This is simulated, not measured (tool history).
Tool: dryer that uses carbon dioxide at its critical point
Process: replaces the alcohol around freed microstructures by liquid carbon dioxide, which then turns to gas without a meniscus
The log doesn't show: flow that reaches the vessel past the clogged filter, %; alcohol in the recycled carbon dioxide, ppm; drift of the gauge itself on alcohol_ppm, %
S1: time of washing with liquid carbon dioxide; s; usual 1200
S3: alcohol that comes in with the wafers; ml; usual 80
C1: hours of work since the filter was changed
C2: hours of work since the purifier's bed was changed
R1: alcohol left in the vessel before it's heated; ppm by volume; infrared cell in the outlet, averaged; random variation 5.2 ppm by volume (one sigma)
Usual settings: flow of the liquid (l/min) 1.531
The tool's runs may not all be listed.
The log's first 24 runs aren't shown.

{"run": 25, "hour": 470.0, "S1": 1560, "flow of the liquid (l/min)": 1.21, "S3": 49, "C1": 369, "C2": 817, "R1": 250}
{"run": 26, "hour": 483.9, "S1": 1560, "flow of the liquid (l/min)": 1.21, "S3": 49, "C1": 377, "C2": 825, "R1": 250}
{"run": 27, "hour": 507.8, "S1": 1140, "flow of the liquid (l/min)": 1.21, "S3": 41, "C1": 390, "C2": 838, "R1": 430}
{"run": 28, "hour": 527.8, "S1": 1800, "flow of the liquid (l/min)": 2.47, "S3": 33, "C1": 401, "C2": 849, "R1": 180}
{"hour": 549.2, "done": "inlet filter changed"}
{"run": 29, "hour": 557.5, "S1": 1800, "flow of the liquid (l/min)": 2.47, "S3": 33, "C1": 5, "C2": 865, "R1": 189}
{"run": 30, "hour": 585.0, "S1": 900, "flow of the liquid (l/min)": 1.55, "S3": 96, "C1": 20, "C2": 880, "R1": 561}
{"run": 31, "hour": 602.6, "S1": 1200, "flow of the liquid (l/min)": 2.23, "S3": 24, "C1": 30, "C2": 890, "R1": 194}
{"run": 32, "hour": 622.5, "S1": 1740, "flow of the liquid (l/min)": 1.36, "S3": 94, "C1": 41, "C2": 901, "R1": 213}
{"run": 33, "hour": 643.0, "S1": 780, "flow of the liquid (l/min)": 1.13, "S3": 80, "C1": 52, "C2": 912, "R1": 1616}
{"run": 34, "hour": 667.1, "S1": 780, "flow of the liquid (l/min)": 1.531, "S3": 27, "C1": 65, "C2": 925, "R1": 407}
{"run": 35, "hour": 689.7, "S1": 720, "flow of the liquid (l/min)": 2.36, "S3": 115, "C1": 78, "C2": 938, "R1": 417}
{"run": 36, "hour": 710.9, "S1": 720, "flow of the liquid (l/min)": 2.5, "S3": 53, "C1": 89, "C2": 950, "R1": 286}
{"run": 37, "hour": 725.7, "S1": 720, "flow of the liquid (l/min)": 2.5, "S3": 53, "C1": 98, "C2": 958, "R1": 293}
{"run": 38, "hour": 753.2, "S1": 720, "flow of the liquid (l/min)": 1.14, "S3": 30, "C1": 113, "C2": 973, "R1": 891}
{"run": 39, "hour": 772.2, "S1": 960, "flow of the liquid (l/min)": 1.16, "S3": 53, "C1": 123, "C2": 984, "R1": 739}
{"run": 40, "hour": 794.1, "S1": 1200, "flow of the liquid (l/min)": 2.46, "S3": 65, "C1": 135, "C2": 996, "R1": 215}
{"run": 41, "hour": 807.9, "S1": 1200, "flow of the liquid (l/min)": 2.46, "S3": 65, "C1": 143, "C2": 1003, "R1": 227}
{"run": 42, "hour": 829.9, "S1": 1200, "flow of the liquid (l/min)": 1.76, "S3": 80, "C1": 155, "C2": 1016, "R1": 282}
{"run": 43, "hour": 844.8, "S1": 720, "flow of the liquid (l/min)": 1.531, "S3": 80, "C1": 164, "C2": 1024, "R1": 1070}
{"run": 44, "hour": 867.2, "S1": 1200, "flow of the liquid (l/min)": 1.531, "S3": 32, "C1": 176, "C2": 1036, "R1": 277}
{"run": 45, "hour": 889.4, "S1": 1200, "flow of the liquid (l/min)": 1.531, "S3": 32, "C1": 188, "C2": 1048, "R1": 271}
{"run": 46, "hour": 907.3, "S1": 840, "flow of the liquid (l/min)": 1.531, "S3": 83, "C1": 198, "C2": 1058, "R1": 748}

Forecast each of these 3 alternatives for the next run:
{"run": "A", "hour": 933.4, "S1": 840, "flow of the liquid (l/min)": 1.531, "S3": 37, "C1": 213, "C2": 1073, "R1": "?"}
{"run": "B", "hour": 933.4, "S1": 1680, "flow of the liquid (l/min)": 1.531, "S3": 83, "C1": 213, "C2": 1073, "R1": "?"}
{"run": "C", "hour": 933.4, "S1": 840, "flow of the liquid (l/min)": 1.13, "S3": 83, "C1": 213, "C2": 1073, "R1": "?"}

run=A R1=498
run=B R1=260
run=C R1=1569
Without the tool's hidden state the same runs would have given:
run=A R1=210
run=B R1=18
run=C R1=1142
